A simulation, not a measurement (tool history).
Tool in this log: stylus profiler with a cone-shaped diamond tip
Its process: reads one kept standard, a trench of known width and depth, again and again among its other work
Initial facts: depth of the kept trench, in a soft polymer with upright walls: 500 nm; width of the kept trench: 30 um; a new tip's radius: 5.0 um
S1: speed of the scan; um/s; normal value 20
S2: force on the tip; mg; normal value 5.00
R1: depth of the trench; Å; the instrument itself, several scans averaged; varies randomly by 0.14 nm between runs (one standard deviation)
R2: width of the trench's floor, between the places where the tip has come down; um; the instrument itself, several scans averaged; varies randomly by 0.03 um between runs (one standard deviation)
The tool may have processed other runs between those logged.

run	hour	S1	S2	R1	R2
1	0.0	20	5.00	5127.5	23.61
2	76.3	20	5.00	5127.5	23.62
# hour 118.2: height scale calibrated on a step standard
3	186.1	20	4.79	5133.7	23.53
4	236.3	20	4.79	5134.1	23.55
5	295.8	20	4.79	5132.9	23.51
6	366.1	20	5.00	5136.9	23.49
7	440.3	36	5.00	5136.4	23.46
8	495.0	36	5.00	5137.2	23.36
9	552.5	20	5.00	5133.3	23.49
10	639.4	14	5.00	5135.0	23.43
11	688.2	20	5.00	5134.4	23.39
12	799.8	20	5.00	5134.8	23.44
13	847.0	20	5.00	5134.1	23.33
14	944.4	20	5.00	5135.3	23.29
15	1016.7	20	5.00	5134.2	23.24
16	1095.3	14	5.00	5130.8	23.22
17	1161.9	14	5.00	5132.8	23.22
18	1260.4	20	5.00	5131.9	23.26
19	1369.9	20	9.88	5209.5	23.19
20	1463.6	20	9.88	5211.2	23.13
21	1513.0	20	12.26	5241.3	23.15
22	1596.9	20	12.26	5242.1	23.14
23	1706.0	51	1.70	5058.4	22.81
# hour 1760.1: new tip fitted, height scale calibrated
24	1794.4	53	4.05	5120.8	25.43
25	1872.2	46	3.16	5100.0	25.49
26	1923.7	19	3.97	5116.8	25.50
27	2015.3	7	11.81	5245.0	25.56
28	2123.1	34	3.01	5094.5	25.28
29	2231.8	34	3.01	5092.5	25.28
30	2312.9	16	10.73	5227.1	25.32
31	2394.6	10	5.26	5138.1	25.32
32	2494.4	10	5.26	5136.8	25.24
33	2569.1	18	11.57	5236.8	25.23
34	2652.8	71	2.18	5074.5	24.88
35	2732.9	71	2.18	5074.8	24.85
36	2796.8	20	13.91	5268.0	25.11
37	2885.2	5	7.32	5171.1	25.08
38	2943.7	27	7.37	5173.7	25.02
39	3040.9	22	5.00	5131.4	25.00
40	3088.4	22	7.33	5172.0	25.03
41	3185.9	22	7.33	5171.8	24.93

A few steps of R1 between consecutive runs. Split each: what settings, incoming material and random variation would produce without the hidden state, and what is left over for the hidden state, along with gauge scatter present in only one of the two compared results (measured, and without hidden state):
Hidden state at play: radius of the tip, um; height scale over the true one, %; drift of the gauge itself on depth_nm, %; drift of the gauge itself on floor_um, %.
Run 2 -> 3: S2 5.00 -> 4.79, height scale calibrated on a step standard. R1 +6.2 Å: hidden state +10.8, all else -4.6.
Run 18 -> 19: S2 5.00 -> 9.88. R1 +77.6 Å: hidden state -0.8, all else +78.4.
Run 22 -> 23: S1 20 -> 51, S2 12.26 -> 1.70. R1 -183.7 Å: hidden state -0.3, all else -183.4.
Run 23 -> 24: S1 51 -> 53, S2 1.70 -> 4.05, new tip fitted, height scale calibrated. R1 +62.4 Å: hidden state +8.6, all else +53.8.
Run 33 -> 34: S1 18 -> 71, S2 11.57 -> 2.18. R1 -162.3 Å: hidden state -0.3, all else -162.0.
Run 35 -> 36: S1 71 -> 20, S2 2.18 -> 13.91. R1 +193.2 Å: hidden state -0.6, all else +193.8.
